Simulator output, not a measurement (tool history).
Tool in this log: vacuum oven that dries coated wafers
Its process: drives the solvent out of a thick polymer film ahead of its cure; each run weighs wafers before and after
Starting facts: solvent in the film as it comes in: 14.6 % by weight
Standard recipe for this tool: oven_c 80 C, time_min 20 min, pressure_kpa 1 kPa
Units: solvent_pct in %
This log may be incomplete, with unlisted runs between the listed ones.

| run | day | oven_c | time_min | pressure_kpa | solvent_pct |
|---|---|---|---|---|---|
| 1 | 0 | 80 | 20 | 1 | 3.12 |
| 2 | 0.521 | 80 | 20 | 1 | 3.11 |
| 3 | 1.083 | 80 | 13 | 1 | 4.89 |
| 4 | 2.292 | 80 | 13 | 1 | 4.88 |
| 5 | 2.988 | 80 | 13 | 1 | 4.9 |
| 6 | 3.929 | 80 | 20 | 1 | 3.09 |
| 7 | 5.138 | 80 | 20 | 1 | 3.1 |
| 8 | 6.271 | 68 | 20 | 1 | 6.69 |
| 9 | 7.075 | 80 | 20 | 3.6 | 4.07 |
| 10 | 8.029 | 80 | 20 | 3.6 | 4.08 |
| 11 | 8.779 | 80 | 20 | 1 | 3.08 |
| 12 | 9.746 | 83 | 20 | 1 | 2.28 |
| 13 | 10.408 | 83 | 20 | 1 | 2.3 |
|  | 10.562 | oven's thermocouples calibrated |
| 14 | 11.462 | 83 | 20 | 1 | 2.65 |
| 15 | 12.338 | 73 | 20 | 1 | 5.58 |
| 16 | 13.267 | 80 | 20 | 1 | 3.47 |
| 17 | 14.221 | 80 | 20 | 1 | 3.48 |
| 18 | 14.771 | 77 | 20 | 1 | 4.37 |
| 19 | 15.471 | 77 | 20 | 1 | 4.37 |
| 20 | 16.104 | 77 | 20 | 1 | 4.36 |
| 21 | 17.062 | 77 | 20 | 1 | 4.35 |
| 22 | 17.742 | 77 | 20 | 1 | 4.33 |
| 23 | 18.683 | 84 | 20 | 1.74 | 2.66 |
| 24 | 19.35 | 76 | 20 | 1 | 4.64 |
| 25 | 19.879 | 76 | 20 | 1 | 4.6 |
| 26 | 20.758 | 84 | 28 | 1.57 | 1.63 |
| 27 | 21.429 | 70 | 14 | 3.57 | 8.71 |
| 28 | 22.125 | 80 | 13 | 1 | 5.19 |
| 29 | 23.042 | 80 | 25 | 2.94 | 3.4 |
| 30 | 23.875 | 80 | 25 | 2.94 | 3.43 |
| 31 | 25.1 | 80 | 25 | 2.94 | 3.42 |
| 32 | 26.2 | 80 | 25 | 2.94 | 3.4 |
| 33 | 26.912 | 94 | 17 | 0.7 | 0.89 |
| 34 | 27.858 | 87 | 17 | 0.58 | 2.07 |
| 35 | 29.012 | 93 | 17 | 1.1 | 1.11 |
| 36 | 29.892 | 93 | 35 | 3.66 | 1.17 |
| 37 | 31.083 | 93 | 35 | 3.66 | 1.18 |
| 38 | 31.633 | 68 | 35 | 1.88 | 5.3 |

What if the next run were any one of these 4? Each begins from the tool's condition after run 38:
| A | 32.142 | 91 | 14 | 1.84 | ? |
| B | 32.142 | 79 | 19 | 1.33 | ? |
| C | 32.142 | 68 | 19 | 1.88 | ? |
| D | 32.142 | 83 | 36 | 2.08 | ? |

| run | solvent_pct |
|---|---|
| A | 2.17 |
| B | 4 |
| C | 7.55 |
| D | 1.49 |
Take away the tool's hidden state, keep each run's random variation, and the runs would have read:
| run | solvent_pct |
|---|---|
| A | 2.12 |
| B | 3.93 |
| C | 7.47 |
| D | 1.41 |

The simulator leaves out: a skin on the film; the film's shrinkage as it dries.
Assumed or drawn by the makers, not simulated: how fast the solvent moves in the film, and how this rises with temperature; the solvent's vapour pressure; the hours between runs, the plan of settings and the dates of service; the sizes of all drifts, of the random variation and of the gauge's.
